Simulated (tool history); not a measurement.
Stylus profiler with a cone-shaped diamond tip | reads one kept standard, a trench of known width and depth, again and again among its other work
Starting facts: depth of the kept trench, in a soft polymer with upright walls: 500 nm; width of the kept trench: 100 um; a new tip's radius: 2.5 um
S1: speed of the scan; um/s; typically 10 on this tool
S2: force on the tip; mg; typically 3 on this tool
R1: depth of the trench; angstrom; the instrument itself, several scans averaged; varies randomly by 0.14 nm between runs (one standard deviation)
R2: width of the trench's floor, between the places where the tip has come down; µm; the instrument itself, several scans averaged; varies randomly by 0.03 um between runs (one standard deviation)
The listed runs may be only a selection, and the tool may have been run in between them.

run 1 hour=0 | S1=10 S2=3 | R1=5092.5 R2=96.87
run 2 hour=17.1 | S1=3 S2=3 | R1=5095.9 R2=96.8
run 3 hour=36.3 | S1=4 S2=3 | R1=5094.9 R2=96.76
run 4 hour=53.5 | S1=4 S2=1.72 | R1=5063.1 R2=96.79
run 5 hour=80.6 | S1=4 S2=1.72 | R1=5060.8 R2=96.78
run 6 hour=97.1 | S1=4 S2=1.72 | R1=5063.5 R2=96.71
run 7 hour=111.2 | S1=10 S2=3 | R1=5091.8 R2=96.72
run 8 hour=135.6 | S1=10 S2=3 | R1=5094.5 R2=96.7
run 9 hour=156.7 | S1=10 S2=4.58 | R1=5120.6 R2=96.7
run 10 hour=183.3 | S1=10 S2=4.58 | R1=5122.2 R2=96.61
run 11 hour=199.3 | S1=3 S2=2.64 | R1=5085.4 R2=96.66
run 12 hour=216.5 | S1=2 S2=3.7 | R1=5103.6 R2=96.62
run 13 hour=229.7 | S1=3 S2=1.74 | R1=5063.1 R2=96.56
run 14 hour=248.7 | S1=10 S2=8.37 | R1=5184.1 R2=96.54
run 15 hour=263.9 | S1=14 S2=5.22 | R1=5133.2 R2=96.51

Here are 4 independent what-if runs from the current tool condition. What would each one return?
run A hour=281.9 | S1=6 S2=3 | R1=? R2=?
run B hour=281.9 | S1=4 S2=5.8 | R1=? R2=?
run C hour=281.9 | S1=39 S2=6.72 | R1=? R2=?
run D hour=281.9 | S1=3 S2=5.22 | R1=? R2=?

run=A R1=5090.5 R2=96.52
run=B R1=5140.1 R2=96.56
run=C R1=5156.7 R2=96.45
run=D R1=5134.7 R2=96.56
Without the tool's unlogged condition, the same runs would have read:
run=A R1=5094.8 R2=96.97
run=B R1=5144.5 R2=97.01
run=C R1=5161.1 R2=96.9
run=D R1=5139 R2=97.01

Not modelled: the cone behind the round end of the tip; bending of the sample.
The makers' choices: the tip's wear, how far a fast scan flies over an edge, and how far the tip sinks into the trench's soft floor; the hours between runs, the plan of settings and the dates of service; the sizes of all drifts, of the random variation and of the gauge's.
